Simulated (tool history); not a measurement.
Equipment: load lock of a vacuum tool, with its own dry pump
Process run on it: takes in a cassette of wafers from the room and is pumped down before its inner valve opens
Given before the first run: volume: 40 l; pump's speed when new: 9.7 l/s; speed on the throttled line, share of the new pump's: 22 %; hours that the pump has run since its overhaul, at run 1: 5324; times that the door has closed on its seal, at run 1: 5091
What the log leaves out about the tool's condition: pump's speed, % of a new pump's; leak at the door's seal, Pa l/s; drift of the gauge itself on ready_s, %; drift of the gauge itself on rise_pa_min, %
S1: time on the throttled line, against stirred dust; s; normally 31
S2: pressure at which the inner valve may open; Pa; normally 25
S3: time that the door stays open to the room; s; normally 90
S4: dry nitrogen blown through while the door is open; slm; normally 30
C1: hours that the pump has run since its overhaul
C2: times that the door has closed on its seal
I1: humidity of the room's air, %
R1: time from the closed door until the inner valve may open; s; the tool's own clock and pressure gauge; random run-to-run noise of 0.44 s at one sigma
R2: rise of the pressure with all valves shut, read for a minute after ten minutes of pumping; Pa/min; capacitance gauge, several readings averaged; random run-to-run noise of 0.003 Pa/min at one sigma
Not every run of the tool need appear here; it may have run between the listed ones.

run      day  S1  S2   S3  S4    C1     C2    I1    R1     R2
  1    0.000  31  25   90  30  5324   5091  48.9  58.5  0.046
  2    7.425  31  25   90  30  5502   5469  44.6  58.5  0.037
  3   16.996  31  25   90  30  5732   5955  45.5  59.1  0.044
  4   25.375  31  25   90  30  5933   6381  44.4  58.5  0.039
  5   32.975  31  20   90  30  6115   6767  44.6  59.1  0.037
  6   42.196  31  20   90  30  6337   7236  47.1  59.9  0.039
  7   53.379  31  20   90  30  6605   7804  43.3  59.7  0.042
  8   63.304  31  25   90  30  6843   8308  45.1  58.4  0.038
  9   71.908  31  25   90  30  7050   8745  41.7  58.5  0.038
 10   78.812  31  25  152  30  7216   9096  42.7  58.2  0.048
 11   84.833  31  25  202  30  7360   9402  45.9  58.3  0.059
 12   94.538  31  25  124  30  7593   9895  46.4  58.2  0.049
 13  104.838  31  25  124  30  7840  10418  46.5  58.8  0.044
 14  112.104  31  25  124  30  8015  10788  47.3  57.9  0.049
 15  122.525  31  25  124  30  8265  11317  46.0  59.0  0.047
 16  132.821  31  42  101  30  8512  11840  45.3  57.5  0.044
 17  137.538  31  42  101  30  8625  12080  48.3  56.9  0.044
 18  145.521  31  42  101  30  8817  12486  43.0  56.9  0.042
 19  155.212  31  32   90   9  9049  12978  45.7  57.4  0.069
 20  165.279  31  37   79   9  9291  13489  45.5  57.3  0.060
 21  175.146  31  28   90  12  9528  13991  43.9  58.2  0.058
 22  183.971  31  28   90  12  9739  14439  45.2  57.8  0.059
 23  190.583  25  49   70   6  9898  14775  45.5  51.1  0.065

Expected results for the next run?
 24  199.662  25  25  90  13  10116  15236  45.1   ?   ?

{"run 24": {"R1": 54.6, "R2": 0.058}}
On a tool with no hidden condition, and with the same random variation, this run would have come out at R1 54.6 s, R2 0.058 Pa/min.
